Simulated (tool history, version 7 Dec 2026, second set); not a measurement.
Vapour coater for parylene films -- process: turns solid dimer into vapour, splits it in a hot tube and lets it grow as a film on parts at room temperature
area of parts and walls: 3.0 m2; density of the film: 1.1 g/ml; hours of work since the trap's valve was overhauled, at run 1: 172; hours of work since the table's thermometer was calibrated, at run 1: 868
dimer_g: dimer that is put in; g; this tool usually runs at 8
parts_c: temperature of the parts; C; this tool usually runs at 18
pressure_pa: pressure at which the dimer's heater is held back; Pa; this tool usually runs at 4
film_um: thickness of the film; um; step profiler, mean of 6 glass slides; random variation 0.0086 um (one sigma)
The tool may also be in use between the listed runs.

| run | day | dimer_g | parts_c | pressure_pa | hours of work since the trap's valve was overhauled | hours of work since the table's thermometer was calibrated | film_um |
|---|---|---|---|---|---|---|---|
| 1 | 0 | 8 | 18 | 4 | 172 | 868 | 1.33 |
| 2 | 1.479 | 8 | 18 | 4 | 204 | 899 | 1.329 |
| 3 | 3.075 | 8 | 18 | 4 | 238 | 933 | 1.308 |
| 4 | 4.371 | 8 | 18 | 4 | 266 | 961 | 1.301 |
| 5 | 5.879 | 8 | 18 | 4 | 298 | 993 | 1.303 |
| 6 | 7.221 | 8 | 18 | 4 | 327 | 1022 | 1.285 |
| 7 | 8.033 | 8 | 18 | 4 | 344 | 1039 | 1.288 |
| 8 | 9.421 | 8 | 18 | 4 | 374 | 1069 | 1.285 |
| 9 | 10.475 | 8 | 18 | 4 | 396 | 1091 | 1.277 |
| 10 | 11.604 | 8 | 18 | 4 | 420 | 1116 | 1.25 |
| 11 | 12.796 | 8 | 18 | 4 | 446 | 1141 | 1.255 |
| 12 | 14.108 | 8 | 18 | 4 | 474 | 1169 | 1.242 |
| 13 | 15.454 | 8 | 18 | 4 | 503 | 1198 | 1.237 |
| 14 | 16.179 | 3 | 18 | 4 | 518 | 1213 | 0.467 |
|  | 17.462 | trap's valve overhauled |
| 15 | 17.575 | 3 | 18 | 4 | 2 | 1240 | 0.512 |
| 16 | 18.979 | 3 | 18 | 4 | 32 | 1270 | 0.51 |
| 17 | 19.662 | 3 | 18 | 4 | 47 | 1284 | 0.504 |
| 18 | 20.5 | 3 | 18 | 4 | 65 | 1302 | 0.509 |
| 19 | 22.042 | 3 | 12 | 4 | 98 | 1335 | 0.658 |
| 20 | 23.633 | 3 | 12 | 4 | 132 | 1369 | 0.664 |
| 21 | 25.25 | 4 | 18 | 4 | 166 | 1404 | 0.659 |
| 22 | 26.529 | 8 | 18 | 4 | 194 | 1431 | 1.301 |
| 23 | 27.612 | 8 | 26 | 4 | 217 | 1454 | 0.917 |
| 24 | 28.833 | 8 | 26 | 4 | 243 | 1480 | 0.906 |
|  | 29.583 | table's thermometer calibrated |
| 25 | 29.783 | 8 | 26 | 4 | 262 | 4 | 0.885 |
| 26 | 30.942 | 7 | 26 | 2.46 | 287 | 29 | 0.834 |
| 27 | 32.342 | 7 | 26 | 2.46 | 317 | 59 | 0.845 |
| 28 | 33.629 | 13 | 19 | 2.46 | 345 | 86 | 2.087 |

Expected results for the next run?
| 29 | 34.329 | 13 | 14 | 2.11 | 359 | 101 | ? |

film_um: 2.655 um
Minus the tool's unlogged condition, the same run would have read film_um 3.077 um.

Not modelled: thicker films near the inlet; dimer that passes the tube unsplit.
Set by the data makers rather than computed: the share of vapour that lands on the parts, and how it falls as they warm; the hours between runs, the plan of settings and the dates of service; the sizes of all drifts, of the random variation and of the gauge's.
